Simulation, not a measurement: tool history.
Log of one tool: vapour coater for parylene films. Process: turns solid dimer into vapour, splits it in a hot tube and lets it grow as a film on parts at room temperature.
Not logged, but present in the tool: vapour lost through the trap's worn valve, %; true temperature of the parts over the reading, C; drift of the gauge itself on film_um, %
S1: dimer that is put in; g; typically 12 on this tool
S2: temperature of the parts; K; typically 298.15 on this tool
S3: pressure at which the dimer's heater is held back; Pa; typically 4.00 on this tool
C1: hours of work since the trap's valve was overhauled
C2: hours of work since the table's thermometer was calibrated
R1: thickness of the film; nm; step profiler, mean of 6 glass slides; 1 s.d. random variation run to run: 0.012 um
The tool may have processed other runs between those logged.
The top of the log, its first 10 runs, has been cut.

run 11 hour=326.3 | S1=12 S2=298.15 S3=5.35 | C1=266 C2=182 | R1=2270
run 12 hour=356.5 | S1=12 S2=298.15 S3=5.35 | C1=288 C2=203 | R1=2290
run 13 hour=378.5 | S1=12 S2=298.15 S3=4.00 | C1=303 C2=218 | R1=2440
run 14 hour=419.5 | S1=16 S2=298.15 S3=4.00 | C1=332 C2=247 | R1=3240
run 15 hour=445.4 | S1=12 S2=294.15 S3=4.00 | C1=350 C2=266 | R1=2690
run 16 hour=482.2 | S1=12 S2=298.15 S3=4.00 | C1=376 C2=291 | R1=2440
run 17 hour=528.9 | S1=12 S2=298.15 S3=4.00 | C1=409 C2=324 | R1=2440
run 18 hour=574.0 | S1=12 S2=298.15 S3=4.00 | C1=441 C2=356 | R1=2420
run 19 hour=623.0 | S1=12 S2=298.15 S3=4.00 | C1=476 C2=391 | R1=2430
run 20 hour=646.6 | S1=12 S2=290.15 S3=4.00 | C1=492 C2=407 | R1=2950
run 21 hour=694.7 | S1=12 S2=290.15 S3=4.00 | C1=526 C2=441 | R1=2940
-- hour=741.7 trap's valve overhauled
run 22 hour=745.0 | S1=12 S2=298.15 S3=4.00 | C1=2 C2=474 | R1=2430
run 23 hour=783.0 | S1=12 S2=298.15 S3=4.00 | C1=29 C2=501 | R1=2420
run 24 hour=833.4 | S1=12 S2=298.15 S3=4.00 | C1=65 C2=536 | R1=2420
run 25 hour=859.8 | S1=12 S2=298.15 S3=4.00 | C1=83 C2=555 | R1=2430
run 26 hour=892.0 | S1=11 S2=298.15 S3=8.41 | C1=106 C2=578 | R1=1860
run 27 hour=926.7 | S1=13 S2=296.15 S3=8.41 | C1=130 C2=602 | R1=2300
-- hour=950.8 gauge calibrated
run 28 hour=970.9 | S1=13 S2=296.15 S3=8.41 | C1=162 C2=633 | R1=2370
run 29 hour=992.0 | S1=16 S2=291.15 S3=10.17 | C1=176 C2=648 | R1=3140
run 30 hour=1021.8 | S1=5 S2=305.15 S3=9.13 | C1=198 C2=669 | R1=710
run 31 hour=1063.8 | S1=5 S2=305.15 S3=9.13 | C1=227 C2=699 | R1=700

Run 32 comes next. What will it give?
run 32 hour=1102.8 | S1=18 S2=296.15 S3=5.79 | C1=255 C2=726 | R1=?

{"run 32": {"R1": 3550}}
Were there no unlogged condition in the tool, this run, its random variation unchanged, would have produced R1 3570 nm.
